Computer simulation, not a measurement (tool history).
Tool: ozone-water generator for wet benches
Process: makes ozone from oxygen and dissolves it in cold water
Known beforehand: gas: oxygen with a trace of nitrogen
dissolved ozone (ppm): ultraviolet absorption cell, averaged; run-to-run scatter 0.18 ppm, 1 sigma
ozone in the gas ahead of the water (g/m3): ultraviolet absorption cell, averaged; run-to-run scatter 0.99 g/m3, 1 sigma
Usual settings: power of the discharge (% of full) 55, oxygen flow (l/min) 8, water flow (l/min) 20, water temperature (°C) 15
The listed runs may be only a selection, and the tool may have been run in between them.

run,hour,power of the discharge (% of full),oxygen flow (l/min),water flow (l/min),water temperature (°C),dissolved ozone (ppm),ozone in the gas ahead of the water (g/m3)
1,0,55,8,20,15,21.9,157.2
2,124.4,55,8,20,15,22.3,154.9
3,185,55,8,20,15,21.8,157.5
4,314,55,8,20,15,21.9,154
5,410.3,55,8,20,15,21.9,153.6
6,502.7,55,6.81,20,15,22.5,172.9
7,561.9,55,8,20,15,21.6,155.7
8,702,55,8,20,15,21.7,154.1
9,838.8,55,8,20,15,21.6,154.7
10,947.1,72,11.87,13,7,36.9,146.5
11,1048.3,78,11.87,13,10,36.8,155.4
12,1145.8,64,8,20,19,22.1,170.5
13,1291.1,55,8.53,20,15,21.2,146
14,1417.3,71,5.93,29,8,21.2,225.6
15,1543,62,9.86,13,14,29.2,144.2
16,1681.1,55,8,21,17,19.4,149.6
17,1765.3,69,6.9,20,9,27.7,198.2

What if the next run were any one of these 4? Each begins from the tool's condition after run 17:
A,1879.9,69,6.9,26,7,?,?
B,1879.9,67,6.9,24,9,?,?
C,1879.9,61,6.9,20,9,?,?
D,1879.9,55,6.89,20,15,?,?

run,dissolved ozone (ppm),ozone in the gas ahead of the water (g/m3)
A,22.8,197.5
B,23.1,192.3
C,25.6,177.9
D,21.2,166.2
Take away the tool's hidden state, keep each run's random variation, and the runs would have read:
run,dissolved ozone (ppm),ozone in the gas ahead of the water (g/m3)
A,27.9,233.9
B,28.2,226.8
C,30.7,207
D,25.1,190.4
